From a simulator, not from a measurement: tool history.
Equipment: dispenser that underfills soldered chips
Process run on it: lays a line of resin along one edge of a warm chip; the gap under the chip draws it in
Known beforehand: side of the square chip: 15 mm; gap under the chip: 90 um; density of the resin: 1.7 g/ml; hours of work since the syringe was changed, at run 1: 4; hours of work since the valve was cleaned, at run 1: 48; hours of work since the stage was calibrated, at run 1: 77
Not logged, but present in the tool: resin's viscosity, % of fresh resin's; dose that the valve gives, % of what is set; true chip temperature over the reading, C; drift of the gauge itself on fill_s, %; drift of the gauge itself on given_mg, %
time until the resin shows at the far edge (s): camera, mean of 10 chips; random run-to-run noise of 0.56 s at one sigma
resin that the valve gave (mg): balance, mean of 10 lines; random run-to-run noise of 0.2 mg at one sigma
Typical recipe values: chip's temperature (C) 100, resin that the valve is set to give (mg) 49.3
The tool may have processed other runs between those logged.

run  hour  chip's temperature (C)  resin that the valve is set to give (mg)  hours of work since the syringe was changed  hours of work since the valve was cleaned  hours of work since the stage was calibrated  time until the resin shows at the far edge (s)  resin that the valve gave (mg)
  1     0                     100                                      49.3                                            4                                         48                                            77                                              65                           47.22
      1.5  -- new syringe of resin
  2   3.1                     100                                      49.3                                            1                                         50                                            79                                            50.1                            46.7
  3   7.1                     100                                      49.3                                            4                                         53                                            82                                            62.3                           46.75
      9.1  -- new syringe of resin
  4  11.5                     109                                      49.3                                            2                                         56                                            85                                            36.5                           46.97
  5  15.6                     100                                      49.3                                            5                                         59                                            88                                            66.3                           46.41
     16.7  -- new syringe of resin
  6  19.2                     111                                      49.3                                            2                                         61                                            90                                            32.8                           46.31
  7  22.5                     112                                      49.3                                            4                                         64                                            93                                            37.7                           46.06
     24.2  -- new syringe of resin
  8  27.8                     112                                      49.3                                            3                                         67                                            96                                            32.9                           45.97
     31.9  -- new syringe of resin
  9  33.5                     100                                      49.3                                            1                                         71                                           100                                            52.9                           45.57
 10    37                     100                                      49.3                                            4                                         73                                           102                                            61.1                           45.64
     39.6  -- new syringe of resin
 11  42.3                     100                                      49.3                                            2                                         77                                           106                                            55.1                           45.92
     47.2  -- new syringe of resin
 12  47.9                     100                                      49.3                                            0                                         81                                           110                                              51                           45.29
 13  51.7                     100                                      49.3                                            3                                         83                                           112                                            61.7                           45.09
     54.9  -- new syringe of resin
 14  56.8                     100                                      49.3                                            1                                         87                                           116                                            54.7                           45.19
 15    59                     100                                      49.3                                            3                                         88                                           117                                            59.9                           45.05
     62.6  -- new syringe of resin
 16  64.1                     100                                      49.3                                            1                                         92                                           121                                              52                           45.01
 17  68.1                     100                                      49.3                                            4                                         95                                           124                                            63.9                           44.63
     70.2  -- new syringe of resin
 18  73.3                     100                                      49.1                                            2                                         98                                           127                                            58.1                           44.64
 19  77.2                      91                                      63.9                                            5                                        101                                           130                                            99.2                           57.61
     77.8  -- new syringe of resin
 20  82.1                     108                                        52                                            3                                        104                                           133                                            41.6                           46.62

The next listed run, before its measurement:
     85.4  -- new syringe of resin
 21  85.8                     103                                      54.4                                            0                                        107                                           136                                               ?                               ?

time until the resin shows at the far edge (s): 42.1
resin that the valve gave (mg): 48.49
On a tool with no hidden condition, and with the same random variation, this run would have come out at time until the resin shows at the far edge (s) 40.4, resin that the valve gave (mg) 54.17.

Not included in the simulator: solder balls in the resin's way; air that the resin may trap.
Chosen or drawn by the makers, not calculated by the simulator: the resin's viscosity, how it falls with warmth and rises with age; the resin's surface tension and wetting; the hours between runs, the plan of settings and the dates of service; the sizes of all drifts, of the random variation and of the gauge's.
